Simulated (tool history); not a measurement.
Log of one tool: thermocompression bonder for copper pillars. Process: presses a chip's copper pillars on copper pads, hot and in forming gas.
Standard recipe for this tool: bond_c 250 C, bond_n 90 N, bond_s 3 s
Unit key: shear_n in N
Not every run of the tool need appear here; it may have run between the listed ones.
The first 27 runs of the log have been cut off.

run	hour	bond_c	bond_n	bond_s	hours of work since the heater was calibrated	hours of work since the force cell was calibrated	hours of work since the gas filter was changed	shear_n
28	580.8	263	90	3	467	1034	130	71.3
29	609.5	263	90	3	486	1054	149	71.5
30	629.3	279	92	4	500	1068	163	82.7
# hour 641: heater calibrated with a thermocouple chip
31	652.3	279	106	4	8	1082	177	81.8
32	675.8	279	106	4	24	1098	193	81.6
33	699.4	243	94	3	40	1114	210	55.1
34	717.9	243	94	3	53	1127	222	55.1
35	737	243	94	3	66	1140	235	55
36	750.7	243	94	3	75	1149	245	55
37	779.8	250	58	3	95	1169	265	43.2
38	803.6	250	58	3	111	1186	281	43.3

Here are 5 independent what-if runs from the current tool condition. What would each one return?
# hour 818.4: forming gas filter changed
A	834.2	252	82	3	132	1206	11	?
# hour 818.4: forming gas filter changed
B	834.2	263	90	3	132	1206	11	?
# hour 818.4: forming gas filter changed
C	834.2	250	90	6	132	1206	11	?
# hour 818.4: forming gas filter changed
D	834.2	229	65	3	132	1206	11	?
# hour 818.4: forming gas filter changed
E	834.2	269	120	9	132	1206	11	?

run	shear_n
A	58.7
B	69.4
C	72.3
D	36.2
E	90.4
Stripped of hidden state, with their random variation kept, the same runs would have yielded:
run	shear_n
A	56.3
B	67.2
C	70.1
D	34.2
E	89.9
